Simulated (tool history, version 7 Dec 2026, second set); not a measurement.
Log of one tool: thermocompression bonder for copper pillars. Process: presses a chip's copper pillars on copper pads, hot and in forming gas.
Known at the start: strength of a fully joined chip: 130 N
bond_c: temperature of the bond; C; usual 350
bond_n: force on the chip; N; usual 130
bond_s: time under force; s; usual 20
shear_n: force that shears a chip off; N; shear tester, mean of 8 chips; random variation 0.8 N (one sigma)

{"run": 1, "hour": 0.0, "bond_c": 350, "bond_n": 130, "bond_s": 20, "shear_n": 60.8}
{"run": 2, "hour": 9.8, "bond_c": 350, "bond_n": 130, "bond_s": 20, "shear_n": 58.3}
{"run": 3, "hour": 14.6, "bond_c": 350, "bond_n": 130, "bond_s": 20, "shear_n": 59.1}
{"run": 4, "hour": 23.0, "bond_c": 350, "bond_n": 130, "bond_s": 28, "shear_n": 65.6}
{"run": 5, "hour": 31.9, "bond_c": 350, "bond_n": 130, "bond_s": 28, "shear_n": 67.7}
{"run": 6, "hour": 39.1, "bond_c": 350, "bond_n": 130, "bond_s": 20, "shear_n": 59.2}
{"run": 7, "hour": 48.6, "bond_c": 350, "bond_n": 130, "bond_s": 20, "shear_n": 59.2}
{"run": 8, "hour": 56.8, "bond_c": 350, "bond_n": 130, "bond_s": 20, "shear_n": 57.8}
{"run": 9, "hour": 63.8, "bond_c": 328, "bond_n": 145, "bond_s": 14, "shear_n": 44.3}
{"run": 10, "hour": 71.4, "bond_c": 340, "bond_n": 177, "bond_s": 25, "shear_n": 71.4}
{"hour": 74.1, "done": "heater calibrated with a thermocouple chip"}
{"run": 11, "hour": 83.5, "bond_c": 353, "bond_n": 126, "bond_s": 42, "shear_n": 73.6}
{"run": 12, "hour": 88.6, "bond_c": 329, "bond_n": 130, "bond_s": 14, "shear_n": 42.9}
{"run": 13, "hour": 97.4, "bond_c": 329, "bond_n": 130, "bond_s": 14, "shear_n": 42.7}

4 ways to go on from here, each from the tool as it stands after run 13. What would each give?
{"run": "A", "hour": 102.5, "bond_c": 335, "bond_n": 159, "bond_s": 14, "shear_n": "?"}
{"run": "B", "hour": 102.5, "bond_c": 378, "bond_n": 177, "bond_s": 18, "shear_n": "?"}
{"run": "C", "hour": 102.5, "bond_c": 329, "bond_n": 188, "bond_s": 18, "shear_n": "?"}
{"run": "D", "hour": 102.5, "bond_c": 350, "bond_n": 130, "bond_s": 50, "shear_n": "?"}

run=A shear_n=51.5
run=B shear_n=82.6
run=C shear_n=59.9
run=D shear_n=78.4
Without the tool's hidden state the same runs would have given:
run=A shear_n=55.0
run=B shear_n=87.2
run=C shear_n=63.9
run=D shear_n=83.0
